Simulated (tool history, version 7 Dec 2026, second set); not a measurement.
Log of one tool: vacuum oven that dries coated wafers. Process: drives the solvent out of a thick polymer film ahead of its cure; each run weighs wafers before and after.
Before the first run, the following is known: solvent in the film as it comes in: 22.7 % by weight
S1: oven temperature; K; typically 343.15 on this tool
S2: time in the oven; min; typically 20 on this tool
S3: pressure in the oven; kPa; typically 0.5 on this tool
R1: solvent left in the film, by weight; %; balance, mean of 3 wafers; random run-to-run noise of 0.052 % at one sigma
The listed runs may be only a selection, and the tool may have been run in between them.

run 1 hour=0 | S1=343.15 S2=20 S3=0.5 | R1=2.53
run 2 hour=31.6 | S1=343.15 S2=20 S3=0.5 | R1=2.6
run 3 hour=56.7 | S1=343.15 S2=36 S3=0.5 | R1=0.75
run 4 hour=100.5 | S1=343.15 S2=36 S3=0.5 | R1=0.73
run 5 hour=129.1 | S1=343.15 S2=36 S3=0.5 | R1=0.74
run 6 hour=170.1 | S1=343.15 S2=36 S3=0.5 | R1=0.8
run 7 hour=205.2 | S1=343.15 S2=36 S3=0.5 | R1=0.76
run 8 hour=229.4 | S1=343.15 S2=20 S3=0.5 | R1=2.54
run 9 hour=251.9 | S1=339.15 S2=13 S3=1.318 | R1=7.39
run 10 hour=279.8 | S1=344.15 S2=20 S3=1.77 | R1=2.82
run 11 hour=312.5 | S1=344.15 S2=20 S3=1.77 | R1=2.74
run 12 hour=340.4 | S1=355.15 S2=20 S3=0.5 | R1=0.34
run 13 hour=381.4 | S1=355.15 S2=20 S3=0.5 | R1=0.33
run 14 hour=405.2 | S1=333.15 S2=18 S3=0.275 | R1=8.23
run 15 hour=436.6 | S1=333.15 S2=18 S3=0.275 | R1=8.14

Predict each of these 5 candidate next runs independently; none follows another, all start after run 15:
run A hour=464 | S1=337.15 S2=13 S3=0.275 | R1=?
run B hour=464 | S1=333.15 S2=18 S3=0.301 | R1=?
run C hour=464 | S1=334.15 S2=18 S3=0.259 | R1=?
run D hour=464 | S1=333.15 S2=25 S3=0.48 | R1=?
run E hour=464 | S1=339.15 S2=20 S3=0.599 | R1=?

run=A R1=8.26
run=B R1=8.35
run=C R1=7.67
run=D R1=6.04
run=E R1=4.53
Without the tool's hidden state the same runs would have given:
run=A R1=7.9
run=B R1=7.96
run=C R1=7.28
run=D R1=5.64
run=E R1=4.17
